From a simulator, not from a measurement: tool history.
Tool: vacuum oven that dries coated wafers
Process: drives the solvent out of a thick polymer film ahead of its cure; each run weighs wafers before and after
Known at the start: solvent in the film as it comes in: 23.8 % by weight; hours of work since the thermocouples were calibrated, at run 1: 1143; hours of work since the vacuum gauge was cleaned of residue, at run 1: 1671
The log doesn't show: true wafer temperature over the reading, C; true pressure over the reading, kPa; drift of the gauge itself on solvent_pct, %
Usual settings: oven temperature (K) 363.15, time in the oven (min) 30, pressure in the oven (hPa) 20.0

run	hour	oven temperature (K)	time in the oven (min)	pressure in the oven (hPa)	hours of work since the thermocouples were calibrated	hours of work since the vacuum gauge was cleaned of residue	solvent left in the film (%)
1	0.0	363.15	30	20.0	1143	1671	2.89
2	52.7	363.15	30	20.0	1171	1699	2.87
3	89.9	363.15	30	20.0	1191	1719	2.92
4	155.4	363.15	30	20.0	1225	1754	2.87
5	220.8	363.15	30	20.0	1260	1789	2.81
6	307.2	363.15	33	20.0	1306	1834	2.64
# hour 365.0: oven's thermocouples calibrated
7	396.4	363.15	33	20.0	17	1881	2.93
8	460.4	363.15	30	20.0	51	1915	3.21
9	517.7	363.15	30	20.0	81	1945	3.24
10	587.2	363.15	30	39.5	118	1982	4.63
11	635.0	363.15	30	39.5	143	2007	4.59
12	710.6	363.15	30	39.5	183	2047	4.56
13	779.2	363.15	48	20.0	220	2084	2.22
14	858.2	363.15	30	20.0	262	2126	3.17
15	917.4	363.15	18	20.0	293	2157	5.53
# hour 955.8: vacuum gauge cleaned of residue and calibrated
16	999.5	363.15	18	20.0	336	23	4.98
17	1042.9	354.15	30	20.0	359	46	5.00
18	1084.2	354.15	30	20.0	381	68	5.03
19	1149.4	363.15	30	20.0	415	103	2.70
20	1203.7	363.15	30	20.0	444	131	2.64
21	1260.9	348.15	30	20.0	474	162	7.17
22	1348.0	363.15	30	29.0	521	208	3.22
23	1398.4	363.15	21	29.0	547	235	4.64
24	1449.1	359.15	42	73.1	574	262	6.71
25	1529.3	368.15	36	31.0	617	304	2.10
26	1581.7	368.15	27	31.0	645	332	2.65
27	1622.2	348.15	19	20.0	666	353	10.03
28	1678.6	348.15	19	20.0	696	383	9.95
29	1726.8	363.15	30	11.9	722	409	2.03
30	1778.4	363.15	30	11.9	749	436	2.08
31	1861.3	370.15	30	27.3	793	480	1.93
32	1924.5	349.15	31	20.0	826	514	6.43
33	2012.3	349.15	31	20.0	873	560	6.53
34	2074.1	369.15	30	20.0	906	593	1.68
35	2140.4	363.15	22	12.6	941	628	3.25
36	2187.9	363.15	22	12.6	966	653	3.29
37	2251.7	352.15	27	30.3	1000	687	7.09
38	2303.7	352.15	27	30.3	1027	715	7.10
39	2394.1	352.15	27	30.3	1075	763	6.91
40	2485.1	352.15	27	30.3	1124	811	7.06
41	2561.0	352.15	27	30.3	1164	851	6.91
42	2637.4	352.15	27	30.3	1204	892	6.95
43	2718.6	352.15	27	30.3	1247	935	7.05
44	2808.3	352.15	27	30.3	1295	983	6.92
# hour 2889.5: oven's thermocouples calibrated
45	2892.5	352.15	27	30.3	2	1026	7.72
46	2958.4	352.15	22	30.3	37	1061	8.82

Forecast each of these 3 alternatives for the next run:
A	3014.8	354.15	16	53.4	66	1091	?
B	3014.8	350.15	30	73.6	66	1091	?
C	3014.8	350.15	29	10.6	66	1091	?

run	solvent left in the film (%)
A	11.45
B	12.10
C	6.11
Without the tool's hidden state the same runs would have given:
run	solvent left in the film (%)
A	11.36
B	11.93
C	5.87
